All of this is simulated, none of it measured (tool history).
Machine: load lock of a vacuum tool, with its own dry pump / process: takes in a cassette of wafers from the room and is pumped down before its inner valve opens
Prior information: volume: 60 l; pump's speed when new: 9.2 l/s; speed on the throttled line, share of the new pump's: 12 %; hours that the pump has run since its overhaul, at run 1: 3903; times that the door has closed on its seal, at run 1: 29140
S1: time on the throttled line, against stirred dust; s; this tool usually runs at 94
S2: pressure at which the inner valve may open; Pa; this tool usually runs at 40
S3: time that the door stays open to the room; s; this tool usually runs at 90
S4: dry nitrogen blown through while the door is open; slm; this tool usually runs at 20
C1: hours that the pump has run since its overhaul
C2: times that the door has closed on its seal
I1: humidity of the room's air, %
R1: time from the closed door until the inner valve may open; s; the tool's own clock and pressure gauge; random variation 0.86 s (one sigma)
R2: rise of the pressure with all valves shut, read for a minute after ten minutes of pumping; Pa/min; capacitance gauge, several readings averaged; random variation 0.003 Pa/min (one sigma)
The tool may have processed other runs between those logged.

run 1 hour=0 | S1=94 S2=40 S3=90 S4=20 | C1=3903 C2=29140 | I1=48 | R1=135.1 R2=0.237
run 2 hour=124.5 | S1=94 S2=40 S3=90 S4=20 | C1=4028 C2=29485 | I1=45.5 | R1=136.1 R2=0.23
run 3 hour=192.8 | S1=94 S2=40 S3=90 S4=11 | C1=4096 C2=29674 | I1=47.7 | R1=136.1 R2=0.247
-- hour=249.6 door's seal changed, seat wiped
run 4 hour=307.6 | S1=94 S2=40 S3=90 S4=11 | C1=4209 C2=160 | I1=41.3 | R1=135.9 R2=0.046
run 5 hour=363.8 | S1=94 S2=40 S3=90 S4=20 | C1=4266 C2=316 | I1=45 | R1=135 R2=0.042
run 6 hour=453.7 | S1=94 S2=40 S3=90 S4=20 | C1=4356 C2=565 | I1=46.7 | R1=136.2 R2=0.039
run 7 hour=534 | S1=155 S2=40 S3=90 S4=20 | C1=4436 C2=787 | I1=42.9 | R1=188.8 R2=0.032
run 8 hour=584.9 | S1=155 S2=40 S3=90 S4=20 | C1=4487 C2=928 | I1=46.5 | R1=191.1 R2=0.036
run 9 hour=704.7 | S1=155 S2=40 S3=90 S4=20 | C1=4607 C2=1260 | I1=45.1 | R1=186.7 R2=0.039
run 10 hour=831.1 | S1=155 S2=36 S3=90 S4=20 | C1=4733 C2=1609 | I1=42 | R1=189.7 R2=0.031
run 11 hour=918.3 | S1=155 S2=36 S3=130 S4=20 | C1=4820 C2=1851 | I1=45 | R1=189.6 R2=0.046
run 12 hour=1027.5 | S1=162 S2=40 S3=90 S4=20 | C1=4929 C2=2153 | I1=46.4 | R1=193.7 R2=0.046
run 13 hour=1116 | S1=94 S2=58 S3=90 S4=20 | C1=5018 C2=2398 | I1=47 | R1=131.8 R2=0.046
run 14 hour=1223.2 | S1=94 S2=58 S3=90 S4=20 | C1=5125 C2=2695 | I1=45.7 | R1=134.4 R2=0.05
run 15 hour=1317.6 | S1=94 S2=32 S3=57 S4=16 | C1=5219 C2=2957 | I1=43.2 | R1=137.1 R2=0.038
run 16 hour=1425.2 | S1=74 S2=72 S3=109 S4=4 | C1=5327 C2=3254 | I1=42.7 | R1=114.9 R2=0.087
run 17 hour=1524.5 | S1=105 S2=72 S3=213 S4=4 | C1=5426 C2=3529 | I1=48.3 | R1=143.4 R2=0.149
run 18 hour=1599.1 | S1=103 S2=63 S3=90 S4=5 | C1=5501 C2=3736 | I1=46.3 | R1=141 R2=0.082
run 19 hour=1702 | S1=94 S2=40 S3=28 S4=4 | C1=5604 C2=4020 | I1=43.4 | R1=136.6 R2=0.043
run 20 hour=1783.3 | S1=94 S2=40 S3=145 S4=4 | C1=5685 C2=4246 | I1=42.1 | R1=138.3 R2=0.103
run 21 hour=1907.9 | S1=74 S2=80 S3=145 S4=25 | C1=5810 C2=4590 | I1=48.3 | R1=114.4 R2=0.057
run 22 hour=1971 | S1=94 S2=28 S3=32 S4=20 | C1=5873 C2=4765 | I1=45.5 | R1=139.5 R2=0.035
run 23 hour=2051.1 | S1=94 S2=64 S3=32 S4=11 | C1=5953 C2=4987 | I1=43.2 | R1=134 R2=0.041
run 24 hour=2147.9 | S1=94 S2=29 S3=90 S4=13 | C1=6050 C2=5255 | I1=46.1 | R1=140.3 R2=0.065
run 25 hour=2245.4 | S1=94 S2=29 S3=90 S4=13 | C1=6147 C2=5525 | I1=43 | R1=137.8 R2=0.061
run 26 hour=2317.5 | S1=94 S2=29 S3=90 S4=13 | C1=6219 C2=5724 | I1=45.2 | R1=140 R2=0.069

Describe how what the log doesn't record of the tool's condition differs between the last listed run preceding each entry between runs and the first listed run following it.
In the gap between runs 3 and 4: door's seal changed, seat wiped (hour 249.6)
  pump's speed, % of a new pump's: 94.8 -> 94.7; leak at the door's seal, Pa l/s: 0.2001 -> 0.0026
  what was measured, less what the result would be without the hidden state, R1: +2.2 -> +2.2 s; R2: +0.197 -> +0 Pa/min
